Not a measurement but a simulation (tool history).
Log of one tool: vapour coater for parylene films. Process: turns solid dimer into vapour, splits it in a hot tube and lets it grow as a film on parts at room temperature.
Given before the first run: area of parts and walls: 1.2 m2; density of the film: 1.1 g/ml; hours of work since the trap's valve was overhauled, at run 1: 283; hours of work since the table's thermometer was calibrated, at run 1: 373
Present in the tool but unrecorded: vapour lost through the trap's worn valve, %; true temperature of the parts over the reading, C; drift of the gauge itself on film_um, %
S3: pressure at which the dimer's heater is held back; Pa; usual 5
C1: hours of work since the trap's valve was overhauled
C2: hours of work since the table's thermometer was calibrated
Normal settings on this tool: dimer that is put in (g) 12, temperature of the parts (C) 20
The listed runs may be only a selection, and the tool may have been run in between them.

run 1 hour=0 | dimer_that_is_put_in_(g)=12 temperature_of_the_parts_(C)=20 S3=5 | C1=283 C2=373 | thickness_of_the_film_(nm)=5320
run 2 hour=22.1 | dimer_that_is_put_in_(g)=10 temperature_of_the_parts_(C)=20 S3=5 | C1=297 C2=387 | thickness_of_the_film_(nm)=4350
run 3 hour=66.8 | dimer_that_is_put_in_(g)=12 temperature_of_the_parts_(C)=20 S3=5 | C1=326 C2=416 | thickness_of_the_film_(nm)=5150
-- hour=93.5 trap's valve overhauled
run 4 hour=99.4 | dimer_that_is_put_in_(g)=12 temperature_of_the_parts_(C)=20 S3=5 | C1=4 C2=434 | thickness_of_the_film_(nm)=4850
run 5 hour=150.2 | dimer_that_is_put_in_(g)=12 temperature_of_the_parts_(C)=20 S3=5 | C1=37 C2=467 | thickness_of_the_film_(nm)=4750
run 6 hour=200.8 | dimer_that_is_put_in_(g)=12 temperature_of_the_parts_(C)=20 S3=5 | C1=69 C2=500 | thickness_of_the_film_(nm)=4670
run 7 hour=245 | dimer_that_is_put_in_(g)=12 temperature_of_the_parts_(C)=16 S3=5 | C1=98 C2=528 | thickness_of_the_film_(nm)=5020
run 8 hour=297 | dimer_that_is_put_in_(g)=12 temperature_of_the_parts_(C)=20 S3=4.93 | C1=131 C2=562 | thickness_of_the_film_(nm)=4560
run 9 hour=319.9 | dimer_that_is_put_in_(g)=12 temperature_of_the_parts_(C)=20 S3=4.93 | C1=146 C2=576 | thickness_of_the_film_(nm)=4570
-- hour=335.8 trap's valve overhauled, once more
run 10 hour=352.7 | dimer_that_is_put_in_(g)=7 temperature_of_the_parts_(C)=20 S3=5 | C1=11 C2=595 | thickness_of_the_film_(nm)=3420
run 11 hour=384.4 | dimer_that_is_put_in_(g)=12 temperature_of_the_parts_(C)=20 S3=5 | C1=31 C2=615 | thickness_of_the_film_(nm)=5820
run 12 hour=430.1 | dimer_that_is_put_in_(g)=12 temperature_of_the_parts_(C)=20 S3=5 | C1=61 C2=645 | thickness_of_the_film_(nm)=5740
run 13 hour=453.3 | dimer_that_is_put_in_(g)=12 temperature_of_the_parts_(C)=20 S3=5 | C1=76 C2=660 | thickness_of_the_film_(nm)=5750
run 14 hour=493.2 | dimer_that_is_put_in_(g)=6 temperature_of_the_parts_(C)=20 S3=5 | C1=101 C2=685 | thickness_of_the_film_(nm)=2840
run 15 hour=516.6 | dimer_that_is_put_in_(g)=19 temperature_of_the_parts_(C)=17 S3=3.72 | C1=116 C2=700 | thickness_of_the_film_(nm)=9680
run 16 hour=548.8 | dimer_that_is_put_in_(g)=13 temperature_of_the_parts_(C)=14 S3=5.53 | C1=137 C2=721 | thickness_of_the_film_(nm)=6840
run 17 hour=582.3 | dimer_that_is_put_in_(g)=8 temperature_of_the_parts_(C)=25 S3=5 | C1=159 C2=743 | thickness_of_the_film_(nm)=3340
run 18 hour=614.2 | dimer_that_is_put_in_(g)=12 temperature_of_the_parts_(C)=30 S3=5 | C1=179 C2=763 | thickness_of_the_film_(nm)=4480
run 19 hour=662.8 | dimer_that_is_put_in_(g)=19 temperature_of_the_parts_(C)=25 S3=5.49 | C1=211 C2=795 | thickness_of_the_film_(nm)=7720
run 20 hour=693.7 | dimer_that_is_put_in_(g)=19 temperature_of_the_parts_(C)=25 S3=5.49 | C1=230 C2=814 | thickness_of_the_film_(nm)=7510
run 21 hour=720.4 | dimer_that_is_put_in_(g)=21 temperature_of_the_parts_(C)=20 S3=5 | C1=248 C2=832 | thickness_of_the_film_(nm)=9390
run 22 hour=759.2 | dimer_that_is_put_in_(g)=12 temperature_of_the_parts_(C)=13 S3=2.9 | C1=273 C2=857 | thickness_of_the_film_(nm)=6470
run 23 hour=806.3 | dimer_that_is_put_in_(g)=12 temperature_of_the_parts_(C)=18 S3=2.35 | C1=303 C2=887 | thickness_of_the_film_(nm)=5940
run 24 hour=850.3 | dimer_that_is_put_in_(g)=20 temperature_of_the_parts_(C)=20 S3=6.91 | C1=331 C2=915 | thickness_of_the_film_(nm)=8500

Branching from run 24: 4 alternative next runs. What would each branch give?
-- hour=869.1 trap's valve overhauled
run A hour=895.6 | dimer_that_is_put_in_(g)=17 temperature_of_the_parts_(C)=20 S3=6.91 | C1=17 C2=942 | thickness_of_the_film_(nm)=?
-- hour=869.1 trap's valve overhauled
run B hour=895.6 | dimer_that_is_put_in_(g)=15 temperature_of_the_parts_(C)=17 S3=5 | C1=17 C2=942 | thickness_of_the_film_(nm)=?
-- hour=869.1 trap's valve overhauled
run C hour=895.6 | dimer_that_is_put_in_(g)=7 temperature_of_the_parts_(C)=31 S3=3.5 | C1=17 C2=942 | thickness_of_the_film_(nm)=?
-- hour=869.1 trap's valve overhauled
run D hour=895.6 | dimer_that_is_put_in_(g)=8 temperature_of_the_parts_(C)=20 S3=5 | C1=17 C2=942 | thickness_of_the_film_(nm)=?

run=A thickness_of_the_film_(nm)=7820
run=B thickness_of_the_film_(nm)=7860
run=C thickness_of_the_film_(nm)=2760
run=D thickness_of_the_film_(nm)=3900
Without the tool's hidden state the same runs would have given:
run=A thickness_of_the_film_(nm)=7930
run=B thickness_of_the_film_(nm)=7970
run=C thickness_of_the_film_(nm)=2800
run=D thickness_of_the_film_(nm)=3950
